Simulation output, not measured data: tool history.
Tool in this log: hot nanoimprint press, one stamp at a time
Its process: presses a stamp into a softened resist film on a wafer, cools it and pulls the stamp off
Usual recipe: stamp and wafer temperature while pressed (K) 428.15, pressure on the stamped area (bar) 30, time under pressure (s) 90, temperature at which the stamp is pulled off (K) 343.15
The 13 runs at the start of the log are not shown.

run,hour,stamp and wafer temperature while pressed (K),pressure on the stamped area (bar),time under pressure (s),temperature at which the stamp is pulled off (K),resist left under the stamp's widest pad (Å),greatest force while the stamp is pulled off (N)
14,542.3,428.15,30,134,343.15,1959,180
15,576.4,428.15,30,90,343.15,2258,182
# hour 586.8: stamp cleaned and given a new release coat
16,636.6,428.15,34.2,165,343.15,1693,175
17,686.8,433.15,30,90,343.15,1798,178
18,715.1,428.15,43.4,90,339.15,1827,197
# hour 733.8: stamp cleaned and given a new release coat
# hour 748.4: press's hydraulic seals changed and the load cell set to zero
19,755.2,428.15,28.2,139,339.15,1961,190
20,790.7,433.15,47.4,60,343.15,1583,174
21,838.1,430.15,24.1,148,336.15,1886,202
# hour 877.5: plate thermocouple calibrated
22,881.8,428.15,30,71,335.15,2599,217
# hour 891.9: stamp cleaned and given a new release coat
23,925.4,428.15,34.9,90,332.15,2204,224
24,964.3,428.15,19,49,328.15,3485,240
25,997.6,428.15,30,166,343.15,1908,183
26,1025.8,426.15,18.4,60,342.15,3538,189
# hour 1041.8: stamp cleaned and given a new release coat
27,1088.3,426.15,18.4,60,342.15,3516,183
28,1138.8,426.15,25.7,60,331.15,3076,225
# hour 1191: stamp cleaned and given a new release coat
29,1197.3,439.15,25.9,58,338.15,1877,195
30,1250.2,428.15,19.3,143,343.15,2480,178

Each row is a separate what-if for the run after 30, all from the same tool condition, not one after another. Results?
A,1279.5,428.15,18.4,46,343.15,?,?
B,1279.5,428.15,27.3,51,343.15,?,?
C,1279.5,428.15,19.3,46,343.15,?,?

run,resist left under the stamp's widest pad (Å),greatest force while the stamp is pulled off (N)
A,3450,182
B,2904,181
C,3451,180
What these runs would have given with no unlogged condition in the tool:
run,resist left under the stamp's widest pad (Å),greatest force while the stamp is pulled off (N)
A,3549,180
B,3004,180
C,3552,178
